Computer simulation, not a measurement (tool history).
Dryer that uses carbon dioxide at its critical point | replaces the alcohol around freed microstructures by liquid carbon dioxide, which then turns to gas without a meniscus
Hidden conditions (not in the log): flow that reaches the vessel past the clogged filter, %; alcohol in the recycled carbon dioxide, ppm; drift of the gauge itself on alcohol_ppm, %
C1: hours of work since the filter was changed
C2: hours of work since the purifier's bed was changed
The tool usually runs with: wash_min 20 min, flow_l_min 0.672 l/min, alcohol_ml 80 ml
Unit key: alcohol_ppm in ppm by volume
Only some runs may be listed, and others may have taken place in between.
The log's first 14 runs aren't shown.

run 15 day=14.108 | wash_min=20 flow_l_min=0.672 alcohol_ml=80 | C1=24 C2=485 | alcohol_ppm=312
run 16 day=15.208 | wash_min=20 flow_l_min=0.672 alcohol_ml=80 | C1=32 C2=493 | alcohol_ppm=327
run 17 day=16.204 | wash_min=19 flow_l_min=0.672 alcohol_ml=80 | C1=40 C2=501 | alcohol_ppm=398
run 18 day=17.179 | wash_min=15 flow_l_min=0.672 alcohol_ml=80 | C1=48 C2=509 | alcohol_ppm=906
run 19 day=17.792 | wash_min=15 flow_l_min=0.672 alcohol_ml=80 | C1=53 C2=514 | alcohol_ppm=936
run 20 day=19.254 | wash_min=15 flow_l_min=0.672 alcohol_ml=80 | C1=64 C2=525 | alcohol_ppm=952
run 21 day=20.346 | wash_min=20 flow_l_min=0.966 alcohol_ml=80 | C1=73 C2=534 | alcohol_ppm=150
run 22 day=20.996 | wash_min=20 flow_l_min=0.589 alcohol_ml=80 | C1=78 C2=539 | alcohol_ppm=625
run 23 day=22.117 | wash_min=20 flow_l_min=0.672 alcohol_ml=80 | C1=86 C2=547 | alcohol_ppm=383
run 24 day=23.471 | wash_min=24 flow_l_min=1.073 alcohol_ml=28 | C1=97 C2=558 | alcohol_ppm=124
run 25 day=24.429 | wash_min=13 flow_l_min=0.471 alcohol_ml=114 | C1=105 C2=565 | alcohol_ppm=6263
run 26 day=25.388 | wash_min=20 flow_l_min=0.425 alcohol_ml=80 | C1=112 C2=573 | alcohol_ppm=1997
run 27 day=26.1 | wash_min=26 flow_l_min=0.646 alcohol_ml=59 | C1=118 C2=579 | alcohol_ppm=190
run 28 day=27.475 | wash_min=26 flow_l_min=0.646 alcohol_ml=59 | C1=128 C2=589 | alcohol_ppm=202
run 29 day=28.579 | wash_min=15 flow_l_min=0.436 alcohol_ml=114 | C1=137 C2=598 | alcohol_ppm=5771
run 30 day=29.804 | wash_min=13 flow_l_min=0.678 alcohol_ml=21 | C1=147 C2=608 | alcohol_ppm=586
run 31 day=30.654 | wash_min=20 flow_l_min=0.598 alcohol_ml=61 | C1=153 C2=614 | alcohol_ppm=591
-- day=30.783 inlet filter changed
run 32 day=31.583 | wash_min=20 flow_l_min=0.598 alcohol_ml=61 | C1=6 C2=621 | alcohol_ppm=408
run 33 day=32.596 | wash_min=20 flow_l_min=0.598 alcohol_ml=61 | C1=14 C2=629 | alcohol_ppm=427
run 34 day=33.25 | wash_min=20 flow_l_min=1.042 alcohol_ml=88 | C1=19 C2=634 | alcohol_ppm=149
run 35 day=34.488 | wash_min=20 flow_l_min=0.672 alcohol_ml=98 | C1=29 C2=644 | alcohol_ppm=377
run 36 day=35.421 | wash_min=25 flow_l_min=0.672 alcohol_ml=80 | C1=36 C2=651 | alcohol_ppm=206
run 37 day=36.029 | wash_min=25 flow_l_min=0.672 alcohol_ml=80 | C1=41 C2=656 | alcohol_ppm=211
run 38 day=36.85 | wash_min=19 flow_l_min=0.672 alcohol_ml=80 | C1=48 C2=662 | alcohol_ppm=426

What does the tool deliver on the next run?
run 39 day=38.283 | wash_min=20 flow_l_min=1.013 alcohol_ml=36 | C1=59 C2=674 | alcohol_ppm=?

{"run 39": {"alcohol_ppm": 153}}
Had the tool carried no hidden state, the very same run would have given alcohol_ppm 4 ppm by volume.
